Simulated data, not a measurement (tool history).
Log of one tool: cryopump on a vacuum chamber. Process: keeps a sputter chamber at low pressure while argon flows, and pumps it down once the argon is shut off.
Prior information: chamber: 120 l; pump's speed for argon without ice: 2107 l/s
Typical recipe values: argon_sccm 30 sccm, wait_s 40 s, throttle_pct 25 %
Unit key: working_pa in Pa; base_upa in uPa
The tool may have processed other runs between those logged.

run 1 hour=0.0 | argon_sccm=30 wait_s=40 throttle_pct=25 | working_pa=0.0974 base_upa=1.83
run 2 hour=13.1 | argon_sccm=30 wait_s=40 throttle_pct=25 | working_pa=0.0974 base_upa=1.81
run 3 hour=24.9 | argon_sccm=30 wait_s=40 throttle_pct=25 | working_pa=0.0988 base_upa=1.82
run 4 hour=42.5 | argon_sccm=30 wait_s=40 throttle_pct=25 | working_pa=0.0970 base_upa=1.78
run 5 hour=58.3 | argon_sccm=30 wait_s=40 throttle_pct=25 | working_pa=0.0986 base_upa=1.77
run 6 hour=74.9 | argon_sccm=30 wait_s=40 throttle_pct=25 | working_pa=0.0981 base_upa=1.80
run 7 hour=96.5 | argon_sccm=30 wait_s=63 throttle_pct=25 | working_pa=0.0977 base_upa=1.55
run 8 hour=118.3 | argon_sccm=30 wait_s=63 throttle_pct=25 | working_pa=0.0982 base_upa=1.50
run 9 hour=132.5 | argon_sccm=30 wait_s=33 throttle_pct=25 | working_pa=0.0990 base_upa=2.05
run 10 hour=149.4 | argon_sccm=30 wait_s=33 throttle_pct=25 | working_pa=0.0984 base_upa=2.18
run 11 hour=173.4 | argon_sccm=30 wait_s=33 throttle_pct=25 | working_pa=0.0980 base_upa=2.08
run 12 hour=197.6 | argon_sccm=30 wait_s=40 throttle_pct=25 | working_pa=0.0980 base_upa=1.97
run 13 hour=208.2 | argon_sccm=30 wait_s=118 throttle_pct=25 | working_pa=0.0982 base_upa=1.25
run 14 hour=221.2 | argon_sccm=30 wait_s=118 throttle_pct=25 | working_pa=0.0981 base_upa=1.27
run 15 hour=240.3 | argon_sccm=30 wait_s=118 throttle_pct=25 | working_pa=0.0978 base_upa=1.31
run 16 hour=261.5 | argon_sccm=30 wait_s=84 throttle_pct=25 | working_pa=0.0993 base_upa=1.43
run 17 hour=278.4 | argon_sccm=30 wait_s=40 throttle_pct=25 | working_pa=0.1005 base_upa=1.96
run 18 hour=301.1 | argon_sccm=30 wait_s=40 throttle_pct=25 | working_pa=0.0994 base_upa=1.94
run 19 hour=314.4 | argon_sccm=30 wait_s=40 throttle_pct=25 | working_pa=0.0994 base_upa=2.01
run 20 hour=337.4 | argon_sccm=55 wait_s=40 throttle_pct=60 | working_pa=0.0796 base_upa=1.99
run 21 hour=357.0 | argon_sccm=55 wait_s=40 throttle_pct=60 | working_pa=0.0793 base_upa=1.96
run 22 hour=369.1 | argon_sccm=30 wait_s=40 throttle_pct=18 | working_pa=0.1365 base_upa=1.97
run 23 hour=386.7 | argon_sccm=58 wait_s=36 throttle_pct=45 | working_pa=0.1098 base_upa=2.17
run 24 hour=410.9 | argon_sccm=30 wait_s=36 throttle_pct=25 | working_pa=0.0996 base_upa=2.13
run 25 hour=423.8 | argon_sccm=55 wait_s=34 throttle_pct=44 | working_pa=0.1053 base_upa=2.21
run 26 hour=435.0 | argon_sccm=23 wait_s=41 throttle_pct=30 | working_pa=0.0639 base_upa=2.09
run 27 hour=448.5 | argon_sccm=41 wait_s=41 throttle_pct=17 | working_pa=0.1963 base_upa=2.05
run 28 hour=464.0 | argon_sccm=43 wait_s=41 throttle_pct=41 | working_pa=0.0895 base_upa=2.05
run 29 hour=481.0 | argon_sccm=30 wait_s=104 throttle_pct=18 | working_pa=0.1366 base_upa=1.44
-- hour=487.8 leaking fittings of the chamber tightened, without venting
run 30 hour=503.7 | argon_sccm=15 wait_s=227 throttle_pct=32 | working_pa=0.0391 base_upa=0.38
run 31 hour=526.4 | argon_sccm=15 wait_s=227 throttle_pct=32 | working_pa=0.0396 base_upa=0.40
run 32 hour=548.6 | argon_sccm=19 wait_s=227 throttle_pct=18 | working_pa=0.0871 base_upa=0.39
run 33 hour=559.7 | argon_sccm=19 wait_s=227 throttle_pct=18 | working_pa=0.0865 base_upa=0.40
run 34 hour=574.9 | argon_sccm=16 wait_s=275 throttle_pct=21 | working_pa=0.0639 base_upa=0.38

Selected run-to-run steps in working_pa, each split into two signed amounts: the part the tool would show with no hidden state at all (from settings, incoming material and random variation), and the remainder, which goes to the hidden state together with any gauge scatter not common to the measured and the hidden-state-free results:
Unlogged tool condition in this case: pump's speed, % of a pump's without ice; cold plate's temperature, K; leak into the chamber, uPa l/s; drift of the gauge itself on working_pa, %; drift of the gauge itself on base_upa, %.
Run 22 -> 23: argon_sccm 30 -> 58, wait_s 40 -> 36, throttle_pct 18 -> 45. working_pa -0.0267 Pa: hidden state +0.0031, all else -0.0298.
Run 23 -> 24: argon_sccm 58 -> 30, throttle_pct 45 -> 25. working_pa -0.0102 Pa: hidden state -0.0029, all else -0.0073.
Run 25 -> 26: argon_sccm 55 -> 23, wait_s 34 -> 41, throttle_pct 44 -> 30. working_pa -0.0414 Pa: hidden state -0.0035, all else -0.0379.
Run 26 -> 27: argon_sccm 23 -> 41, throttle_pct 30 -> 17. working_pa +0.1324 Pa: hidden state +0.0020, all else +0.1304.
Run 27 -> 28: argon_sccm 41 -> 43, throttle_pct 17 -> 41. working_pa -0.1068 Pa: hidden state +0.0005, all else -0.1073.
Run 29 -> 30: argon_sccm 30 -> 15, wait_s 104 -> 227, throttle_pct 18 -> 32, leaking fittings of the chamber tightened, without venting. working_pa -0.0975 Pa: hidden state -0.0018, all else -0.0957.
